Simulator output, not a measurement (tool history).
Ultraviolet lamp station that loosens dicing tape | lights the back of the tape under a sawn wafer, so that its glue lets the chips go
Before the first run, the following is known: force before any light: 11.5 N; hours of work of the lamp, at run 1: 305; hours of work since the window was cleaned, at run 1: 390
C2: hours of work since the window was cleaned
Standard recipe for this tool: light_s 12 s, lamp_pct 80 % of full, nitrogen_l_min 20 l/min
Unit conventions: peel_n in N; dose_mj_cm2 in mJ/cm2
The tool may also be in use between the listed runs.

Run 1, day 0.000: usual settings; hours of work of the lamp 305; C2 390. Result: peel_n 0.951 N, dose_mj_cm2 250 mJ/cm2.
Run 2, day 0.562: usual settings; hours of work of the lamp 312; C2 397. Result: peel_n 0.951 N, dose_mj_cm2 257 mJ/cm2.
Run 3, day 1.171: usual settings but nitrogen_l_min 24 l/min; hours of work of the lamp 319; C2 404. Result: peel_n 0.834 N, dose_mj_cm2 251 mJ/cm2.
Run 4, day 2.029: usual settings but light_s 15 s; hours of work of the lamp 330; C2 415. Result: peel_n 0.614 N, dose_mj_cm2 309 mJ/cm2.
Run 5, day 2.846: usual settings; hours of work of the lamp 340; C2 425. Result: peel_n 1.020 N, dose_mj_cm2 243 mJ/cm2.
Run 6, day 3.571: usual settings; hours of work of the lamp 349; C2 434. Result: peel_n 0.998 N, dose_mj_cm2 242 mJ/cm2.
Run 7, day 4.525: usual settings; hours of work of the lamp 361; C2 446. Result: peel_n 1.070 N, dose_mj_cm2 232 mJ/cm2.
Run 8, day 5.467: usual settings; hours of work of the lamp 372; C2 457. Result: peel_n 1.139 N, dose_mj_cm2 232 mJ/cm2.
Run 9, day 6.038: usual settings but light_s 18 s; hours of work of the lamp 379; C2 464. Result: peel_n 0.478 N, dose_mj_cm2 343 mJ/cm2.
Run 10, day 6.817: usual settings but light_s 18 s; hours of work of the lamp 389; C2 474. Result: peel_n 0.496 N, dose_mj_cm2 338 mJ/cm2.
Run 11, day 7.512: usual settings but light_s 18 s; hours of work of the lamp 397; C2 482. Result: peel_n 0.509 N, dose_mj_cm2 334 mJ/cm2.
Run 12, day 8.000: usual settings but light_s 7 s; hours of work of the lamp 403; C2 488. Result: peel_n 2.909 N, dose_mj_cm2 131 mJ/cm2.
Run 13, day 8.479: usual settings but light_s 7 s; hours of work of the lamp 409; C2 494. Result: peel_n 2.889 N, dose_mj_cm2 129 mJ/cm2.
Run 14, day 9.271: usual settings but light_s 7 s; hours of work of the lamp 419; C2 504. Result: peel_n 3.090 N, dose_mj_cm2 128 mJ/cm2.
Run 15, day 9.988: usual settings but light_s 7 s; hours of work of the lamp 428; C2 513. Result: peel_n 3.173 N, dose_mj_cm2 125 mJ/cm2.
Run 16, day 10.529: usual settings; hours of work of the lamp 434; C2 519. Result: peel_n 1.291 N, dose_mj_cm2 211 mJ/cm2.
Run 17, day 11.021: usual settings; hours of work of the lamp 441; C2 525. Result: peel_n 1.348 N, dose_mj_cm2 210 mJ/cm2.
At day 11.492: window cleaned of glue's vapour.
Run 18, day 11.754: usual settings but lamp_pct 92 % of full; hours of work of the lamp 449; C2 3. Result: peel_n 0.712 N, dose_mj_cm2 286 mJ/cm2.
Run 19, day 12.412: usual settings but light_s 11 s, lamp_pct 92 % of full; hours of work of the lamp 457; C2 11. Result: peel_n 0.860 N, dose_mj_cm2 260 mJ/cm2.
Run 20, day 13.392: usual settings but light_s 11 s, lamp_pct 92 % of full; hours of work of the lamp 469; C2 23. Result: peel_n 0.948 N, dose_mj_cm2 257 mJ/cm2.
Run 21, day 13.871: usual settings but light_s 11 s, lamp_pct 92 % of full; hours of work of the lamp 475; C2 29. Result: peel_n 0.928 N, dose_mj_cm2 252 mJ/cm2.
Run 22, day 14.800: usual settings but light_s 11 s, lamp_pct 92 % of full; hours of work of the lamp 487; C2 41. Result: peel_n 0.965 N, dose_mj_cm2 245 mJ/cm2.
Run 23, day 15.262: usual settings but light_s 11 s, lamp_pct 94 % of full, nitrogen_l_min 8 l/min; hours of work of the lamp 492; C2 46. Result: peel_n 1.923 N, dose_mj_cm2 248 mJ/cm2.
Run 24, day 15.921: usual settings but lamp_pct 86 % of full, nitrogen_l_min 11 l/min; hours of work of the lamp 500; C2 54. Result: peel_n 1.565 N, dose_mj_cm2 247 mJ/cm2.
Run 25, day 16.354: usual settings but light_s 18 s, lamp_pct 86 % of full, nitrogen_l_min 22 l/min; hours of work of the lamp 506; C2 60. Result: peel_n 0.406 N, dose_mj_cm2 366 mJ/cm2.
Run 26, day 17.121: usual settings but lamp_pct 86 % of full, nitrogen_l_min 17 l/min; hours of work of the lamp 515; C2 69. Result: peel_n 1.170 N, dose_mj_cm2 243 mJ/cm2.
Run 27, day 17.783: usual settings but light_s 6 s, lamp_pct 63 % of full, nitrogen_l_min 15 l/min; hours of work of the lamp 523; C2 77. Result: peel_n 4.996 N, dose_mj_cm2 86 mJ/cm2.
Run 28, day 18.767: usual settings but light_s 6 s, lamp_pct 79 % of full; hours of work of the lamp 535; C2 89. Result: peel_n 3.646 N, dose_mj_cm2 103 mJ/cm2.
Run 29, day 19.533: usual settings but light_s 16 s, lamp_pct 67 % of full; hours of work of the lamp 545; C2 99. Result: peel_n 1.009 N, dose_mj_cm2 240 mJ/cm2.
Run 30, day 19.996: usual settings but light_s 16 s, lamp_pct 67 % of full; hours of work of the lamp 551; C2 105. Result: peel_n 1.012 N, dose_mj_cm2 235 mJ/cm2.
Run 31, day 20.488: usual settings but lamp_pct 99 % of full, nitrogen_l_min 28 l/min; hours of work of the lamp 557; C2 111. Result: peel_n 0.643 N, dose_mj_cm2 259 mJ/cm2.
Run 32, day 21.392: usual settings but lamp_pct 99 % of full, nitrogen_l_min 28 l/min; hours of work of the lamp 568; C2 122. Result: peel_n 0.685 N, dose_mj_cm2 255 mJ/cm2.
Run 33, day 22.012: usual settings but lamp_pct 99 % of full, nitrogen_l_min 28 l/min; hours of work of the lamp 575; C2 129. Result: peel_n 0.709 N, dose_mj_cm2 251 mJ/cm2.
Run 34, day 22.500: usual settings but light_s 16 s, lamp_pct 77 % of full, nitrogen_l_min 24 l/min; hours of work of the lamp 581; C2 135. Result: peel_n 0.770 N, dose_mj_cm2 263 mJ/cm2.
Run 35, day 23.483: usual settings but light_s 18 s, lamp_pct 65 % of full, nitrogen_l_min 22 l/min; hours of work of the lamp 593; C2 147. Result: peel_n 0.934 N, dose_mj_cm2 240 mJ/cm2.
Run 36, day 24.492: usual settings but light_s 18 s, lamp_pct 69 % of full, nitrogen_l_min 22 l/min; hours of work of the lamp 606; C2 160. Result: peel_n 0.865 N, dose_mj_cm2 248 mJ/cm2.
At day 25.371: lamp changed.
Run 37, day 25.404: usual settings but light_s 14 s, lamp_pct 62 % of full, nitrogen_l_min 8 l/min; hours of work of the lamp 0; C2 170. Result: peel_n 1.166 N, dose_mj_cm2 328 mJ/cm2.
Run 38, day 26.054: usual settings but light_s 14 s, lamp_pct 62 % of full, nitrogen_l_min 8 l/min; hours of work of the lamp 8; C2 178. Result: peel_n 1.227 N, dose_mj_cm2 325 mJ/cm2.
Run 39, day 26.638: usual settings but light_s 14 s, lamp_pct 62 % of full, nitrogen_l_min 8 l/min; hours of work of the lamp 16; C2 186. Result: peel_n 1.245 N, dose_mj_cm2 320 mJ/cm2.
Run 40, day 27.525: usual settings but lamp_pct 72 % of full, nitrogen_l_min 7 l/min; hours of work of the lamp 26; C2 197. Result: peel_n 1.436 N, dose_mj_cm2 313 mJ/cm2.
Run 41, day 28.112: usual settings but light_s 19 s, lamp_pct 74 % of full; hours of work of the lamp 34; C2 204. Result: peel_n 0.297 N, dose_mj_cm2 515 mJ/cm2.
Run 42, day 28.758: usual settings but light_s 9 s, lamp_pct 61 % of full, nitrogen_l_min 11 l/min; hours of work of the lamp 42; C2 212. Result: peel_n 2.303 N, dose_mj_cm2 194 mJ/cm2.
Run 43, day 29.254: usual settings but light_s 10 s, lamp_pct 78 % of full, nitrogen_l_min 29 l/min; hours of work of the lamp 48; C2 218. Result: peel_n 0.556 N, dose_mj_cm2 280 mJ/cm2.

3 ways to go on from here, each from the tool as it stands after run 43. What would each give?
Run A, day 30.217: usual settings but lamp_pct 85 % of full, nitrogen_l_min 8 l/min; hours of work of the lamp 60; C2 230. Result: peel_n ?, dose_mj_cm2 ?.
Run B, day 30.217: usual settings but light_s 21 s; hours of work of the lamp 60; C2 230. Result: peel_n ?, dose_mj_cm2 ?.
Run C, day 30.217: usual settings but light_s 17 s, nitrogen_l_min 12 l/min; hours of work of the lamp 60; C2 230. Result: peel_n ?, dose_mj_cm2 ?.

run  peel_n  dose_mj_cm2
  A   0.991          359
  B   0.261          593
  C   0.389          482
Without the tool's unlogged condition, the same runs would have read:
run  peel_n  dose_mj_cm2
  A   0.758          408
  B   0.252          673
  C   0.324          548
